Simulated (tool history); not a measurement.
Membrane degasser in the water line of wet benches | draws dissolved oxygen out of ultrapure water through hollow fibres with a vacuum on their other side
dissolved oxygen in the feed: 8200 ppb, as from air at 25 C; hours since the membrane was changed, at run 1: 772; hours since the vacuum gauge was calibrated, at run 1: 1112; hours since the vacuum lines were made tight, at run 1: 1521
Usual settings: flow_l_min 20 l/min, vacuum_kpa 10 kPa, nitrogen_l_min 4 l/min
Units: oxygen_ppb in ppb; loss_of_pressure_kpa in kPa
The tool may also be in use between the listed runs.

run,day,flow_l_min,vacuum_kpa,nitrogen_l_min,hours since the membrane was changed,hours since the vacuum gauge was calibrated,hours since the vacuum lines were made tight,oxygen_ppb,loss_of_pressure_kpa
1,0,20,10,4,772,1112,1521,102.7,47.75
2,1.371,20,10,4.01,805,1145,1554,103.5,48.08
3,2.7,20,10,6.63,837,1177,1585,71.2,47.78
4,4,20,10,8.86,868,1208,1617,58.2,48
5,6.025,20,10,8.86,917,1257,1665,59.2,47.53
6,7.842,20,10,8.86,960,1300,1709,57.2,47.94
7,8.95,20,10,8.86,987,1327,1735,57.1,47.94
8,10.921,20,10,4,1034,1374,1783,102.9,47.81
9,12.062,20,10,4,1061,1402,1810,103.7,47.87
10,13.825,20,10,1.81,1104,1444,1852,193.6,47.86
11,14.783,20,10,5.94,1127,1467,1875,76.1,47.8
12,16.783,32,10,4,1175,1515,1923,188.7,76.65
13,17.829,21,10,4,1200,1540,1949,109.8,50.07
# day 17.967: vacuum gauge calibrated
14,19.946,20,10,5.07,1250,47,1999,86.7,47.85
15,21.85,30,10,4,1296,93,2045,177.4,71.88
16,23.767,20,10,4,1342,139,2091,103.4,47.89

The next listed run, before its measurement:
# day 25.371: vacuum gauge calibrated, once more
17,25.371,24,7.9,4,1380,0,2129,?,?

{"run 17": {"oxygen_ppb": 100.5, "loss_of_pressure_kpa": 57.61}}
Without the tool's hidden state the same run would have given oxygen_ppb 98 ppb, loss_of_pressure_kpa 57.13 kPa.

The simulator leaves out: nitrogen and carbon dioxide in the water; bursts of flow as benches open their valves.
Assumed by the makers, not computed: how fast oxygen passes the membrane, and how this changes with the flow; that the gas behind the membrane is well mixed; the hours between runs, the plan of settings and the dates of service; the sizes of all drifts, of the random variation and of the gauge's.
